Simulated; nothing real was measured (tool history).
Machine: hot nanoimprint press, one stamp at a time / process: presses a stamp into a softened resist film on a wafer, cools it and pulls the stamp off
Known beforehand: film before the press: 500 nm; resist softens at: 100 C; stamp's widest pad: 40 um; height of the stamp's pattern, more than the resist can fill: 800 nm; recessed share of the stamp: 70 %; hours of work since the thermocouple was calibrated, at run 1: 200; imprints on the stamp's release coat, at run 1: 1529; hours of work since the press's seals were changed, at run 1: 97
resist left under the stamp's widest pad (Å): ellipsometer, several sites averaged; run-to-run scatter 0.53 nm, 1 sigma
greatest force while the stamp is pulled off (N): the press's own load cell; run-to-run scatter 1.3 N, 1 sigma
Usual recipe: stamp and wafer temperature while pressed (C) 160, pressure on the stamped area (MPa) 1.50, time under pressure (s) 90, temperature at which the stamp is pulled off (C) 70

run	hour	stamp and wafer temperature while pressed (C)	pressure on the stamped area (MPa)	time under pressure (s)	temperature at which the stamp is pulled off (C)	hours of work since the thermocouple was calibrated	imprints on the stamp's release coat	hours of work since the press's seals were changed	resist left under the stamp's widest pad (Å)	greatest force while the stamp is pulled off (N)
1	0.0	160	1.50	90	70	200	1529	97	2581	171
2	6.9	160	1.50	90	70	203	1551	101	2574	173
3	17.0	160	1.50	109	70	208	1583	106	2411	173
4	24.3	160	1.50	154	70	212	1606	110	2113	177
5	33.9	160	1.39	90	70	217	1636	115	2646	175
6	41.2	160	1.50	90	63	221	1660	119	2575	186
7	47.4	160	1.50	90	63	224	1679	122	2578	185
8	54.7	160	1.50	90	70	228	1702	126	2571	176
9	60.0	160	1.50	90	70	231	1719	129	2564	177
10	66.8	160	1.50	90	70	234	1741	132	2569	177
# hour 75.3: stamp cleaned and given a new release coat
11	84.3	160	1.50	118	70	240	28	138	2329	149
12	96.3	160	1.50	146	68	246	67	144	2146	152
13	102.4	153	1.20	61	61	250	86	147	4040	161
14	110.8	170	1.57	52	60	254	113	152	1880	162
15	122.0	161	0.98	52	60	260	148	158	3392	163
16	127.0	161	0.98	52	60	262	164	160	3396	162
17	132.8	155	1.74	71	70	265	183	163	3289	151
18	144.7	150	1.50	90	70	272	220	169	3925	153
19	156.2	150	1.50	90	70	278	257	175	3917	151

Branching from run 19: 4 alternative next runs. What would each branch give?
A	166.4	163	1.50	90	77	283	290	181	?	?
B	166.4	160	2.03	59	56	283	290	181	?	?
C	166.4	150	2.02	79	78	283	290	181	?	?
D	166.4	150	1.50	77	70	283	290	181	?	?

run	resist left under the stamp's widest pad (Å)	greatest force while the stamp is pulled off (N)
A	2182	143
B	2612	169
C	3742	143
D	4039	153
With the hidden condition removed and each run's random variation left untouched, the same runs would have given:
run	resist left under the stamp's widest pad (Å)	greatest force while the stamp is pulled off (N)
A	2303	140
B	2744	165
C	3881	140
D	4162	150

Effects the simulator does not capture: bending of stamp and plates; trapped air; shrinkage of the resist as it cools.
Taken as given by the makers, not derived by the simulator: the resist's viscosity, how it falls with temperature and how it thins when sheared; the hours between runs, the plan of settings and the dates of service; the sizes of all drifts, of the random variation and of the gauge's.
